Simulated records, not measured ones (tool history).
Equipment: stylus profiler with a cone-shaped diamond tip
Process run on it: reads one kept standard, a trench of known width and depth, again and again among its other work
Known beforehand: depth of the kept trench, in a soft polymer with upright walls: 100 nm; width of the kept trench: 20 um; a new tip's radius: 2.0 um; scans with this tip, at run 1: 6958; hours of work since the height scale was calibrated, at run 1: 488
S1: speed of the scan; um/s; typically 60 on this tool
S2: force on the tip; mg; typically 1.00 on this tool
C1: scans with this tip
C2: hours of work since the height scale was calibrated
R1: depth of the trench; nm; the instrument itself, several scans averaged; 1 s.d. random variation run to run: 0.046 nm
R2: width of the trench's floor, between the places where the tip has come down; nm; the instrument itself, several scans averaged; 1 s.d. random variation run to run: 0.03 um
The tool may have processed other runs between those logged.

| run | hour | S1 | S2 | C1 | C2 | R1 | R2 |
|---|---|---|---|---|---|---|---|
| 1 | 0.0 | 60 | 1.00 | 6958 | 488 | 100.61 | 18080 |
| 2 | 18.6 | 60 | 1.00 | 7086 | 497 | 100.59 | 18070 |
| 3 | 44.1 | 60 | 2.01 | 7262 | 509 | 101.11 | 18170 |
| 4 | 84.1 | 60 | 1.00 | 7537 | 528 | 100.53 | 18090 |
| 5 | 106.7 | 60 | 1.00 | 7692 | 539 | 100.67 | 18030 |
| 6 | 128.7 | 60 | 1.00 | 7844 | 550 | 100.57 | 18050 |
| 7 | 164.9 | 60 | 1.00 | 8094 | 567 | 100.63 | 18050 |
| 8 | 186.5 | 60 | 1.00 | 8242 | 578 | 100.57 | 18030 |
| 9 | 222.5 | 60 | 1.00 | 8490 | 595 | 100.61 | 18060 |
| 10 | 257.2 | 60 | 0.76 | 8729 | 612 | 100.49 | 17910 |
| 11 | 280.1 | 60 | 0.76 | 8887 | 623 | 100.39 | 18010 |
| 12 | 322.5 | 60 | 0.76 | 9178 | 643 | 100.55 | 18000 |
| 13 | 363.9 | 60 | 1.00 | 9463 | 663 | 100.60 | 17990 |
| 14 | 403.8 | 60 | 1.00 | 9738 | 683 | 100.62 | 18020 |
| 15 | 443.4 | 15 | 1.00 | 10011 | 702 | 100.50 | 18440 |
| 16 | 474.3 | 45 | 0.35 | 10224 | 717 | 100.19 | 17870 |
| 17 | 509.6 | 222 | 2.02 | 10467 | 734 | 101.03 | 17130 |
| 18 | 537.0 | 67 | 2.10 | 10656 | 747 | 100.99 | 18050 |
| 19 | 562.6 | 67 | 2.10 | 10831 | 759 | 101.05 | 18110 |
| 20 | 597.7 | 67 | 2.10 | 11073 | 776 | 101.05 | 18150 |
| 21 | 621.8 | 67 | 1.00 | 11239 | 788 | 100.51 | 17880 |
| 22 | 650.6 | 37 | 0.36 | 11437 | 802 | 100.19 | 18000 |
| 23 | 676.3 | 238 | 1.46 | 11615 | 814 | 100.76 | 16720 |
| 24 | 710.8 | 238 | 1.46 | 11852 | 831 | 100.70 | 16770 |
| 25 | 734.4 | 238 | 1.46 | 12015 | 842 | 100.81 | 16740 |
| 26 | 776.9 | 23 | 0.57 | 12307 | 863 | 100.28 | 18210 |
| 27 | 801.3 | 222 | 2.17 | 12475 | 874 | 101.00 | 17120 |
| 28 | 843.8 | 233 | 2.17 | 12768 | 895 | 100.91 | 17020 |
| 29 | 871.4 | 137 | 2.15 | 12958 | 908 | 101.04 | 17600 |

Each row is a separate what-if for the run after 29, all from the same tool condition, not one after another. Results?
| A | 905.2 | 40 | 0.99 | 13190 | 925 | ? | ? |
| B | 905.2 | 206 | 2.15 | 13190 | 925 | ? | ? |
| C | 905.2 | 60 | 1.11 | 13190 | 925 | ? | ? |
| D | 905.2 | 26 | 1.61 | 13190 | 925 | ? | ? |

| run | R1 | R2 |
|---|---|---|
| A | 100.47 | 18130 |
| B | 100.95 | 17220 |
| C | 100.47 | 17970 |
| D | 100.76 | 18310 |
Had the tool no hidden state, the same runs would have come out as:
| run | R1 | R2 |
|---|---|---|
| A | 100.70 | 18400 |
| B | 101.19 | 17490 |
| C | 100.71 | 18240 |
| D | 101.00 | 18580 |
